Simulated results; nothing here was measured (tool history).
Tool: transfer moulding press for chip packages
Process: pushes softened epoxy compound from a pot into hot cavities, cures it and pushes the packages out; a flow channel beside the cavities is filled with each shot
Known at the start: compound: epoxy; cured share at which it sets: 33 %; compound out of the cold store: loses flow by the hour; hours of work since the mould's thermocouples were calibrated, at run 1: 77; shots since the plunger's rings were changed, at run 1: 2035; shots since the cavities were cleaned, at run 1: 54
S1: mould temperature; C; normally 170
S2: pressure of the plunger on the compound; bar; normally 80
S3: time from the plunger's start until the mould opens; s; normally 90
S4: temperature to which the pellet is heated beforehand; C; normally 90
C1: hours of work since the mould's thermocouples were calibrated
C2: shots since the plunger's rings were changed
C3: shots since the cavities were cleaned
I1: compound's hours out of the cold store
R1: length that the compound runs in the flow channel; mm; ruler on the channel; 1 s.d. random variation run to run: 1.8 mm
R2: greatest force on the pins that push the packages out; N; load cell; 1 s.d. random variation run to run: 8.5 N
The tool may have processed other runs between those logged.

run 1 day=0 | S1=170 S2=80 S3=90 S4=90 | C1=77 C2=2035 C3=54 | I1=28.9 | R1=617 R2=419
run 2 day=0.604 | S1=170 S2=80 S3=90 S4=90 | C1=86 C2=2193 C3=212 | I1=46.1 | R1=571 R2=476
run 3 day=1.062 | S1=170 S2=80 S3=90 S4=90 | C1=92 C2=2311 C3=330 | I1=27.1 | R1=619 R2=531
run 4 day=1.475 | S1=170 S2=80 S3=90 S4=90 | C1=98 C2=2420 C3=439 | I1=43.7 | R1=577 R2=587
run 5 day=1.988 | S1=170 S2=80 S3=90 S4=90 | C1=105 C2=2553 C3=572 | I1=23.4 | R1=628 R2=619
-- day=2.104 cavities cleaned with cleaning compound and waxed
run 6 day=2.583 | S1=170 S2=80 S3=96 S4=90 | C1=113 C2=2693 C3=126 | I1=15.1 | R1=645 R2=410
-- day=2.721 mould's thermocouples calibrated
run 7 day=3.121 | S1=170 S2=80 S3=96 S4=90 | C1=6 C2=2810 C3=243 | I1=40.4 | R1=580 R2=470
run 8 day=3.625 | S1=170 S2=80 S3=90 S4=88 | C1=13 C2=2942 C3=375 | I1=29 | R1=608 R2=570
run 9 day=4.125 | S1=170 S2=99 S3=90 S4=88 | C1=20 C2=3073 C3=506 | I1=18.7 | R1=708 R2=617
-- day=4.458 cavities cleaned with cleaning compound and waxed
-- day=4.592 mould's thermocouples calibrated, once more
run 10 day=4.712 | S1=170 S2=80 S3=90 S4=90 | C1=2 C2=3188 C3=44 | I1=47.7 | R1=561 R2=387
run 11 day=5.354 | S1=173 S2=80 S3=90 S4=88 | C1=11 C2=3355 C3=211 | I1=41.4 | R1=569 R2=427
run 12 day=5.9 | S1=173 S2=80 S3=90 S4=88 | C1=18 C2=3498 C3=354 | I1=43.1 | R1=563 R2=500
run 13 day=6.304 | S1=167 S2=94.7 S3=90 S4=88 | C1=24 C2=3603 C3=459 | I1=18.6 | R1=696 R2=737
-- day=6.825 cavities cleaned with cleaning compound and waxed
run 14 day=6.825 | S1=167 S2=94.7 S3=90 S4=88 | C1=31 C2=3723 C3=0 | I1=15.7 | R1=705 R2=468
run 15 day=7.396 | S1=166 S2=90.5 S3=90 S4=90 | C1=39 C2=3872 C3=149 | I1=20.9 | R1=672 R2=585
run 16 day=7.796 | S1=170 S2=80 S3=97 S4=97 | C1=44 C2=3976 C3=253 | I1=45.1 | R1=566 R2=463
run 17 day=8.108 | S1=169 S2=80 S3=101 S4=84 | C1=49 C2=4058 C3=335 | I1=39.7 | R1=578 R2=484
run 18 day=8.554 | S1=171 S2=95 S3=75 S4=90 | C1=55 C2=4175 C3=452 | I1=29.8 | R1=647 R2=813
run 19 day=8.896 | S1=170 S2=75.4 S3=90 S4=95 | C1=60 C2=4264 C3=541 | I1=8.3 | R1=640 R2=644
-- day=9.117 cavities cleaned with cleaning compound and waxed
run 20 day=9.45 | S1=170 S2=80 S3=90 S4=81 | C1=67 C2=4391 C3=87 | I1=29.9 | R1=598 R2=445

Branching from run 20: 4 alternative next runs. What would each branch give?
run A day=9.988 | S1=174 S2=67.8 S3=90 S4=82 | C1=74 C2=4532 C3=228 | I1=33.1 | R1=? R2=?
run B day=9.988 | S1=170 S2=69.5 S3=118 S4=81 | C1=74 C2=4532 C3=228 | I1=20.4 | R1=? R2=?
run C day=9.988 | S1=170 S2=90.7 S3=105 S4=88 | C1=74 C2=4532 C3=228 | I1=32.1 | R1=? R2=?
run D day=9.988 | S1=170 S2=82.1 S3=90 S4=94 | C1=74 C2=4532 C3=228 | I1=17.4 | R1=? R2=?

run=A R1=540 R2=429
run=B R1=581 R2=415
run=C R1=629 R2=435
run=D R1=634 R2=506
Without the tool's unlogged condition, the same runs would have read:
run=A R1=566 R2=312
run=B R1=610 R2=305
run=C R1=660 R2=314
run=D R1=665 R2=361
